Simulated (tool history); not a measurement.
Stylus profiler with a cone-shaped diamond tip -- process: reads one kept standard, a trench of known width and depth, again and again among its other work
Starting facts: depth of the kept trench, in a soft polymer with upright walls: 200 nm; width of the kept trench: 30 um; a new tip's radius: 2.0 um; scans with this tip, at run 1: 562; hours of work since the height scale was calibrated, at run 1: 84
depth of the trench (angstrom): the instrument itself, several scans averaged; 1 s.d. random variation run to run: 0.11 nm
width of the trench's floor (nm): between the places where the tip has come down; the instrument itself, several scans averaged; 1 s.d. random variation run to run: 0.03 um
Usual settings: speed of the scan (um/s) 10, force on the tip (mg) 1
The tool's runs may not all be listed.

run   hour  speed of the scan (um/s)  force on the tip (mg)  scans with this tip  hours of work since the height scale was calibrated  depth of the trench (angstrom)  width of the trench's floor (nm)
  1      0                        10                      1                  562                                                   84                          2007.9                             28220
  2   32.9                        10                   1.39                  695                                                  104                          2009.6                             28190
  3   55.4                        10                      1                  786                                                  118                          2007.1                             28140
  4   95.6                         2                      1                  949                                                  142                          2005.5                             28150
  5    138                         2                   1.02                 1121                                                  168                          2006.6                             28200
  6  161.8                         2                   1.02                 1218                                                  182                          2006.2                             28260
  7  189.4                         2                   1.02                 1330                                                  199                          2006.2                             28240
  8  233.1                         2                   1.02                 1507                                                  225                            2007                             28230
  9  253.9                         2                   1.02                 1591                                                  238                          2006.8                             28210
 10  288.7                        10                      1                 1732                                                  259                          2007.7                             28160
 11  321.8                        23                   1.16                 1866                                                  279                          2006.2                             28020
 12  345.1                        27                   1.85                 1961                                                  293                          2009.1                             28070
 13  384.5                        27                   1.85                 2120                                                  317                          2012.5                             28090
 14  402.6                         4                   1.07                 2194                                                  328                            2007                             28220
 15  440.9                        26                   0.74                 2349                                                  351                          2004.9                             27990
 16  473.5                        28                    1.6                 2481                                                  371                          2009.1                             28090
 17  517.2                        10                   1.71                 2659                                                  398                          2009.4                             28180
 18  560.6                        10                   1.76                 2835                                                  424                          2008.3                             28160
 19  592.7                         3                   0.78                 2965                                                  443                          2006.4                             28300

Consider 3 possible next runs. They are alternatives, not a sequence: every one starts from the tool as it was left by run 19. What does each give?
  A  625.5                        23                   2.98                 3098                                                  463                               ?                                 ?
  B  625.5                         3                    1.7                 3098                                                  463                               ?                                 ?
  C  625.5                         4                      1                 3098                                                  463                               ?                                 ?

run  depth of the trench (angstrom)  width of the trench's floor (nm)
  A                          2010.7                             28050
  B                          2007.3                             28180
  C                          2006.8                             28230
Without the tool's hidden state the same runs would have given:
run  depth of the trench (angstrom)  width of the trench's floor (nm)
  A                          2010.8                             28050
  B                          2007.3                             28180
  C                          2006.8                             28240

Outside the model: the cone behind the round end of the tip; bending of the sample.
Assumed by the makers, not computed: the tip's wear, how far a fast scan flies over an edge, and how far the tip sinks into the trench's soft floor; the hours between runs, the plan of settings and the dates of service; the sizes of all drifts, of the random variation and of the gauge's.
